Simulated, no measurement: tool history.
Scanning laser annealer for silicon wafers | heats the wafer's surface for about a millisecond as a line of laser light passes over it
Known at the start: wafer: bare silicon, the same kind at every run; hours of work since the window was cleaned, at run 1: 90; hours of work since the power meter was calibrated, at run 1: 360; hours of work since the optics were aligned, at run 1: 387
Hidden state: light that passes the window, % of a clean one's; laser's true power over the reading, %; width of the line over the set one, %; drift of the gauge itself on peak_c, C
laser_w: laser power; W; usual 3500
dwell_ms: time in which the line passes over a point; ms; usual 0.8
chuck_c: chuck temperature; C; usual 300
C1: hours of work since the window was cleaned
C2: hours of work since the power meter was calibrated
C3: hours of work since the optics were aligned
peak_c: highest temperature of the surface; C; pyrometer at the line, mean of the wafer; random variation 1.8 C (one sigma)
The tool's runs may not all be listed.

{"run": 1, "hour": 0.0, "laser_w": 3500, "dwell_ms": 0.8, "chuck_c": 300, "C1": 90, "C2": 360, "C3": 387, "peak_c": 1030}
{"run": 2, "hour": 7.2, "laser_w": 3500, "dwell_ms": 0.8, "chuck_c": 300, "C1": 94, "C2": 365, "C3": 391, "peak_c": 1028}
{"run": 3, "hour": 21.6, "laser_w": 3500, "dwell_ms": 0.8, "chuck_c": 261, "C1": 103, "C2": 374, "C3": 400, "peak_c": 988}
{"run": 4, "hour": 37.4, "laser_w": 3500, "dwell_ms": 0.8, "chuck_c": 300, "C1": 113, "C2": 384, "C3": 410, "peak_c": 1027}
{"run": 5, "hour": 52.6, "laser_w": 3500, "dwell_ms": 0.8, "chuck_c": 300, "C1": 123, "C2": 393, "C3": 420, "peak_c": 1027}
{"run": 6, "hour": 67.1, "laser_w": 3500, "dwell_ms": 0.8, "chuck_c": 300, "C1": 132, "C2": 402, "C3": 429, "peak_c": 1027}
{"run": 7, "hour": 82.5, "laser_w": 3113, "dwell_ms": 0.8, "chuck_c": 300, "C1": 141, "C2": 412, "C3": 438, "peak_c": 924}
{"run": 8, "hour": 93.9, "laser_w": 3500, "dwell_ms": 0.8, "chuck_c": 300, "C1": 148, "C2": 419, "C3": 445, "peak_c": 1030}
{"run": 9, "hour": 102.8, "laser_w": 3500, "dwell_ms": 0.8, "chuck_c": 300, "C1": 154, "C2": 424, "C3": 451, "peak_c": 1027}
{"run": 10, "hour": 109.9, "laser_w": 3500, "dwell_ms": 0.8, "chuck_c": 293, "C1": 158, "C2": 429, "C3": 455, "peak_c": 1020}
{"run": 11, "hour": 120.4, "laser_w": 3500, "dwell_ms": 0.8, "chuck_c": 293, "C1": 165, "C2": 435, "C3": 462, "peak_c": 1019}
{"run": 12, "hour": 129.9, "laser_w": 3621, "dwell_ms": 0.8, "chuck_c": 324, "C1": 171, "C2": 441, "C3": 468, "peak_c": 1088}
{"run": 13, "hour": 139.0, "laser_w": 3621, "dwell_ms": 0.911, "chuck_c": 296, "C1": 177, "C2": 447, "C3": 473, "peak_c": 1104}
{"run": 14, "hour": 147.7, "laser_w": 3173, "dwell_ms": 0.937, "chuck_c": 319, "C1": 182, "C2": 452, "C3": 479, "peak_c": 1008}
{"run": 15, "hour": 156.2, "laser_w": 3043, "dwell_ms": 0.702, "chuck_c": 281, "C1": 187, "C2": 458, "C3": 484, "peak_c": 855}
{"run": 16, "hour": 166.1, "laser_w": 3347, "dwell_ms": 0.94, "chuck_c": 275, "C1": 193, "C2": 464, "C3": 490, "peak_c": 1013}
{"run": 17, "hour": 180.3, "laser_w": 3276, "dwell_ms": 0.768, "chuck_c": 300, "C1": 202, "C2": 473, "C3": 499, "peak_c": 956}
{"run": 18, "hour": 189.7, "laser_w": 2987, "dwell_ms": 0.91, "chuck_c": 275, "C1": 208, "C2": 479, "C3": 505, "peak_c": 908}

Run 19 comes next. What will it give?
{"run": 19, "hour": 206.5, "laser_w": 3725, "dwell_ms": 0.82, "chuck_c": 275, "C1": 219, "C2": 489, "C3": 515, "peak_c": "?"}

{"run 19": {"peak_c": 1075}}
Without the tool's hidden state the same run would have given peak_c 1076 C.
